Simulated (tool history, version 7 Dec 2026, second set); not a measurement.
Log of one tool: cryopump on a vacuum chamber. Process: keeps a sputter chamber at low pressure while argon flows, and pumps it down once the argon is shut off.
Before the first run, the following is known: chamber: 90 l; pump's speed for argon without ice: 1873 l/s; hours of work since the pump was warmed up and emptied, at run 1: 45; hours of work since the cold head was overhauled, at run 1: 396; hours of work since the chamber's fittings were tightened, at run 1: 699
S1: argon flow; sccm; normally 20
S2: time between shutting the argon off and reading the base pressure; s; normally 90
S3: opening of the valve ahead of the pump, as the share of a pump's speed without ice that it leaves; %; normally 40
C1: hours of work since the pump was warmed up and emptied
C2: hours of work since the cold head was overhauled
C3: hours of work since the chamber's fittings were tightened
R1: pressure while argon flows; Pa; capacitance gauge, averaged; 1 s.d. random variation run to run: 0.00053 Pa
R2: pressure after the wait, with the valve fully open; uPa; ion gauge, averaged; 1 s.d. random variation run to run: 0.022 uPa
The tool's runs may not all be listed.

{"run": 1, "hour": 0.0, "S1": 20, "S2": 90, "S3": 40, "C1": 45, "C2": 396, "C3": 699, "R1": 0.0465, "R2": 0.87}
{"run": 2, "hour": 34.8, "S1": 20, "S2": 90, "S3": 40, "C1": 66, "C2": 417, "C3": 719, "R1": 0.0473, "R2": 0.92}
{"run": 3, "hour": 49.1, "S1": 20, "S2": 90, "S3": 40, "C1": 74, "C2": 425, "C3": 728, "R1": 0.0467, "R2": 0.93}
{"run": 4, "hour": 84.2, "S1": 20, "S2": 90, "S3": 40, "C1": 95, "C2": 446, "C3": 748, "R1": 0.0468, "R2": 0.94}
{"run": 5, "hour": 118.8, "S1": 20, "S2": 90, "S3": 40, "C1": 116, "C2": 467, "C3": 769, "R1": 0.0472, "R2": 0.97}
{"run": 6, "hour": 136.8, "S1": 20, "S2": 90, "S3": 40, "C1": 126, "C2": 477, "C3": 780, "R1": 0.0478, "R2": 0.97}
{"run": 7, "hour": 158.0, "S1": 19, "S2": 90, "S3": 40, "C1": 139, "C2": 490, "C3": 792, "R1": 0.0455, "R2": 0.99}
{"run": 8, "hour": 184.7, "S1": 19, "S2": 90, "S3": 40, "C1": 155, "C2": 506, "C3": 808, "R1": 0.0454, "R2": 1}
{"run": 9, "hour": 207.9, "S1": 19, "S2": 90, "S3": 40, "C1": 169, "C2": 520, "C3": 822, "R1": 0.0451, "R2": 0.99}
{"run": 10, "hour": 232.4, "S1": 19, "S2": 90, "S3": 40, "C1": 183, "C2": 534, "C3": 836, "R1": 0.0461, "R2": 1.04}

For run 11, what comes out?
{"run": 11, "hour": 253.5, "S1": 8, "S2": 171, "S3": 25, "C1": 196, "C2": 547, "C3": 849, "R1": "?", "R2": "?"}

Run 11 came out at R1 0.0302 Pa, R2 0.81 uPa.
Had the tool carried no hidden state, the very same run would have given R1 0.0287 Pa, R2 0.39 uPa.

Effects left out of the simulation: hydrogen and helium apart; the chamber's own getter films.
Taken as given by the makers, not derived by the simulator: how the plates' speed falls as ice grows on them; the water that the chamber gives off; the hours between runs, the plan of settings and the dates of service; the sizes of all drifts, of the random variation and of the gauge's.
